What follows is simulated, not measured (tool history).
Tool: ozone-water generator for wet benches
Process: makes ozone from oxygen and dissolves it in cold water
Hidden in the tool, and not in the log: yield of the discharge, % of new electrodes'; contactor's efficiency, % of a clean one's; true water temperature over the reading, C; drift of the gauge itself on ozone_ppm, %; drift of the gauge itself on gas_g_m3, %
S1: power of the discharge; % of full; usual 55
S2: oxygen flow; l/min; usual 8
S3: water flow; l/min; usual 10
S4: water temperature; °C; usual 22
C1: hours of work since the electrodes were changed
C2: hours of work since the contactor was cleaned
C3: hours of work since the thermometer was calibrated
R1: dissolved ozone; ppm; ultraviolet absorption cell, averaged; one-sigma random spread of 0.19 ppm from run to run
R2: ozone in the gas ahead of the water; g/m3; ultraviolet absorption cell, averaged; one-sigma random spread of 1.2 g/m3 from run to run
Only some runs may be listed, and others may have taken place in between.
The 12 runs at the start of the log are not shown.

run,hour,S1,S2,S3,S4,C1,C2,C3,R1,R2
13,1507.1,55,8,10,22,3736,1789,2509,25.3,213.8
14,1621.2,55,8,10,22,3829,1882,2601,25.2,213
15,1745.6,55,8,10,22,3929,1982,2701,25.3,212.6
16,1928.7,55,8,10,22,4077,2130,2849,25.1,210.6
17,2057.8,55,8,10,22,4182,2235,2954,25.1,210.9
18,2148.5,55,8,10,22,4255,2308,3027,25,211.5
19,2313.4,96,8,10,22,4388,2441,3160,40.2,338.4
20,2435.7,68,6,8,16,4487,2540,3259,43.3,301.7
21,2556,55,8,7,22,4584,2637,3357,30.1,210.1
22,2725.1,43,8,9,22,4721,2774,3493,21.4,169
23,2868.3,42,5.81,13,17,4837,2890,3609,20.3,204.9
24,2990.9,44,8,10,15,4936,2989,3708,23.9,174.4
25,3157.3,44,9.44,9,21,5070,3123,3843,20.6,156.7
26,3330.2,52,5.31,10,19,5210,3263,3982,28.5,258.6
27,3503.7,88,11.21,8,29,5350,3403,4123,29.3,248.7
28,3625.6,88,11.21,8,29,5449,3502,4221,29.1,248.6
29,3712.9,88,10.11,8,16,5520,3573,4292,43.6,265.2
30,3840.8,88,10.11,8,16,5623,3676,4395,42.8,264.5
31,3995.2,88,7.08,8,15,5748,3801,4520,49.9,333.8
32,4121,90,6.2,9,21,5850,3903,4622,43.5,365.5

5 ways to go on from here, each from the tool as it stands after run 32. What would each give?
A,4228.3,90,11.96,9,16,5936,3989,4709,?,?
B,4228.3,55,8,15,20,5936,3989,4709,?,?
C,4228.3,55,8,12,20,5936,3989,4709,?,?
D,4228.3,92,6.2,6,16,5936,3989,4709,?,?
E,4228.3,90,9.38,10,23,5936,3989,4709,?,?

run,R1,R2
A,37.9,240.4
B,19.8,207.7
C,22.6,206.7
D,61.9,372.6
E,33.4,282.1
With no hidden state in the tool, these same runs would have given:
run,R1,R2
A,43.6,267.2
B,22,222.4
C,25.1,221.3
D,71.1,414.8
E,38.4,313.4

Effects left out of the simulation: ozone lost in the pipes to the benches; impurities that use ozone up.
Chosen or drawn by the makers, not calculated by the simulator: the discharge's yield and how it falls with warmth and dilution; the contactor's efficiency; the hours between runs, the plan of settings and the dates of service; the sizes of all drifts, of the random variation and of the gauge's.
